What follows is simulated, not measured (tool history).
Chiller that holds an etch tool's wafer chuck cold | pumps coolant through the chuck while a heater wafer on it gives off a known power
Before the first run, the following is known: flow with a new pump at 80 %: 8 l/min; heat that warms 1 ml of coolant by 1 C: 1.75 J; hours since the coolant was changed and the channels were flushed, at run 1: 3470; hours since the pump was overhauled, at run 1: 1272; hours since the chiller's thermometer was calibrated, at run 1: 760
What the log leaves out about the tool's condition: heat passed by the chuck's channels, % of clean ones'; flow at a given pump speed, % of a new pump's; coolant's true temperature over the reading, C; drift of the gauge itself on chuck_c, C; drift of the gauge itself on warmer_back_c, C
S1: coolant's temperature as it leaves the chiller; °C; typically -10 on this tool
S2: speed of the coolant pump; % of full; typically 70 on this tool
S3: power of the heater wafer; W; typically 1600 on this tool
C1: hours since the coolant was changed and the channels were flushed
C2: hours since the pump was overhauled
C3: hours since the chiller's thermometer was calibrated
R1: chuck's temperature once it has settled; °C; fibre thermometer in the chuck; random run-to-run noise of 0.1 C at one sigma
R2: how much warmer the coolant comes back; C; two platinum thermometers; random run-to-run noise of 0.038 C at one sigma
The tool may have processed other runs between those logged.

{"run": 1, "hour": 0.0, "S1": -10, "S2": 70, "S3": 1600, "C1": 3470, "C2": 1272, "C3": 760, "R1": 4.0, "R2": 8.03}
{"run": 2, "hour": 90.9, "S1": -10, "S2": 70, "S3": 1600, "C1": 3561, "C2": 1363, "C3": 851, "R1": 4.0, "R2": 7.96}
{"run": 3, "hour": 143.0, "S1": -10, "S2": 70, "S3": 1600, "C1": 3613, "C2": 1415, "C3": 903, "R1": 4.2, "R2": 8.04}
{"run": 4, "hour": 202.2, "S1": -10, "S2": 70, "S3": 1600, "C1": 3673, "C2": 1474, "C3": 963, "R1": 4.2, "R2": 7.96}
{"run": 5, "hour": 277.6, "S1": -10, "S2": 70, "S3": 1600, "C1": 3748, "C2": 1550, "C3": 1038, "R1": 4.3, "R2": 8.03}
{"run": 6, "hour": 328.7, "S1": -10, "S2": 70, "S3": 1600, "C1": 3799, "C2": 1601, "C3": 1089, "R1": 4.4, "R2": 8.02}
{"run": 7, "hour": 410.1, "S1": -10, "S2": 70, "S3": 1600, "C1": 3880, "C2": 1682, "C3": 1170, "R1": 4.4, "R2": 8.04}
{"run": 8, "hour": 484.0, "S1": -10, "S2": 70, "S3": 1600, "C1": 3954, "C2": 1756, "C3": 1244, "R1": 4.3, "R2": 8.1}
{"run": 9, "hour": 522.8, "S1": -10, "S2": 70, "S3": 1600, "C1": 3993, "C2": 1795, "C3": 1283, "R1": 4.4, "R2": 8.05}
{"run": 10, "hour": 603.3, "S1": -14, "S2": 88, "S3": 2041, "C1": 4074, "C2": 1875, "C3": 1364, "R1": 0.8, "R2": 8.01}
{"run": 11, "hour": 642.9, "S1": -19, "S2": 88, "S3": 991, "C1": 4113, "C2": 1915, "C3": 1403, "R1": -11.6, "R2": 3.89}
{"run": 12, "hour": 727.4, "S1": -19, "S2": 88, "S3": 991, "C1": 4198, "C2": 1999, "C3": 1488, "R1": -11.4, "R2": 3.86}
{"run": 13, "hour": 793.0, "S1": -5, "S2": 70, "S3": 2004, "C1": 4263, "C2": 2065, "C3": 1553, "R1": 13.2, "R2": 10.05}
{"run": 14, "hour": 842.0, "S1": -7, "S2": 72, "S3": 2004, "C1": 4312, "C2": 2114, "C3": 1602, "R1": 10.6, "R2": 9.84}
{"run": 15, "hour": 901.8, "S1": -3, "S2": 72, "S3": 2004, "C1": 4372, "C2": 2174, "C3": 1662, "R1": 14.7, "R2": 9.82}
{"run": 16, "hour": 980.3, "S1": -15, "S2": 95, "S3": 2004, "C1": 4451, "C2": 2252, "C3": 1741, "R1": -1.2, "R2": 7.26}
{"run": 17, "hour": 1046.6, "S1": -15, "S2": 95, "S3": 1190, "C1": 4517, "C2": 2319, "C3": 1807, "R1": -6.9, "R2": 4.32}
{"run": 18, "hour": 1133.3, "S1": -13, "S2": 92, "S3": 1311, "C1": 4604, "C2": 2405, "C3": 1894, "R1": -3.6, "R2": 4.92}

What if the next run were any one of these 5? Each begins from the tool's condition after run 18:
{"run": "A", "hour": 1186.6, "S1": -8, "S2": 92, "S3": 838, "C1": 4657, "C2": 2459, "C3": 1947, "R1": "?", "R2": "?"}
{"run": "B", "hour": 1186.6, "S1": -10, "S2": 81, "S3": 1433, "C1": 4657, "C2": 2459, "C3": 1947, "R1": "?", "R2": "?"}
{"run": "C", "hour": 1186.6, "S1": -18, "S2": 72, "S3": 2023, "C1": 4657, "C2": 2459, "C3": 1947, "R1": "?", "R2": "?"}
{"run": "D", "hour": 1186.6, "S1": -2, "S2": 89, "S3": 1600, "C1": 4657, "C2": 2459, "C3": 1947, "R1": "?", "R2": "?"}
{"run": "E", "hour": 1186.6, "S1": -16, "S2": 69, "S3": 1640, "C1": 4657, "C2": 2459, "C3": 1947, "R1": "?", "R2": "?"}

run=A R1=-1.8 R2=3.18
run=B R1=1.4 R2=6.24
run=C R1=0.2 R2=9.88
run=D R1=9.9 R2=6.23
run=E R1=-0.7 R2=8.36
What these runs would have given with no unlogged condition in the tool:
run=A R1=-2.6 R2=3.12
run=B R1=0.2 R2=6.12
run=C R1=-1.6 R2=9.68
run=D R1=8.7 R2=6.11
run=E R1=-2.3 R2=8.19

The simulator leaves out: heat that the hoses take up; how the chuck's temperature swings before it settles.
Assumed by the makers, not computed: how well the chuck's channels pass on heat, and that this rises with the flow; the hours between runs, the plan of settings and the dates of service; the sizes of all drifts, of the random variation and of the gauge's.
